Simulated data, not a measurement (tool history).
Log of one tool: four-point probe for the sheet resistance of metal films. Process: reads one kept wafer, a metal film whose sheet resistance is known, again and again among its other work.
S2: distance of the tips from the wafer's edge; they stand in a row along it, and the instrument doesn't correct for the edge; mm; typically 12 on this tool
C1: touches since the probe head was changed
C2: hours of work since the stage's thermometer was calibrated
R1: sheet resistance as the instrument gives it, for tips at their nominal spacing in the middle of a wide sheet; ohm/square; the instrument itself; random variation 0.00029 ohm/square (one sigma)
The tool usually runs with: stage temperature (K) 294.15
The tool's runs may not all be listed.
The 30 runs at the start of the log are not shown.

{"run": 31, "hour": 1995.0, "stage temperature (K)": 293.15, "S2": 37, "C1": 67241, "C2": 163, "R1": 1.422548}
{"run": 32, "hour": 2038.8, "stage temperature (K)": 292.15, "S2": 5, "C1": 68191, "C2": 185, "R1": 1.435969}
{"run": 33, "hour": 2127.2, "stage temperature (K)": 292.15, "S2": 5, "C1": 70111, "C2": 230, "R1": 1.435237}
{"run": 34, "hour": 2183.5, "stage temperature (K)": 300.15, "S2": 8, "C1": 71332, "C2": 259, "R1": 1.421462}
{"run": 35, "hour": 2273.3, "stage temperature (K)": 295.15, "S2": 6, "C1": 73283, "C2": 304, "R1": 1.428797}
{"run": 36, "hour": 2315.1, "stage temperature (K)": 295.15, "S2": 6, "C1": 74191, "C2": 325, "R1": 1.428778}
{"run": 37, "hour": 2400.4, "stage temperature (K)": 295.15, "S2": 6, "C1": 76042, "C2": 369, "R1": 1.428736}
{"run": 38, "hour": 2484.2, "stage temperature (K)": 303.15, "S2": 33, "C1": 77861, "C2": 411, "R1": 1.414227}
{"run": 39, "hour": 2566.7, "stage temperature (K)": 303.15, "S2": 6, "C1": 79654, "C2": 453, "R1": 1.422232}

Here are 4 independent what-if runs from the current tool condition. What would each one return?
{"run": "A", "hour": 2634.4, "stage temperature (K)": 301.15, "S2": 19, "C1": 81123, "C2": 487, "R1": "?"}
{"run": "B", "hour": 2634.4, "stage temperature (K)": 302.15, "S2": 12, "C1": 81123, "C2": 487, "R1": "?"}
{"run": "C", "hour": 2634.4, "stage temperature (K)": 299.15, "S2": 3, "C1": 81123, "C2": 487, "R1": "?"}
{"run": "D", "hour": 2634.4, "stage temperature (K)": 301.15, "S2": 33, "C1": 81123, "C2": 487, "R1": "?"}

run=A R1=1.415764
run=B R1=1.415960
run=C R1=1.449750
run=D R1=1.415331
The same runs, with their run-to-run variation unchanged, on a tool lacking any hidden condition would have given:
run=A R1=1.424235
run=B R1=1.424432
run=C R1=1.458411
run=D R1=1.423801
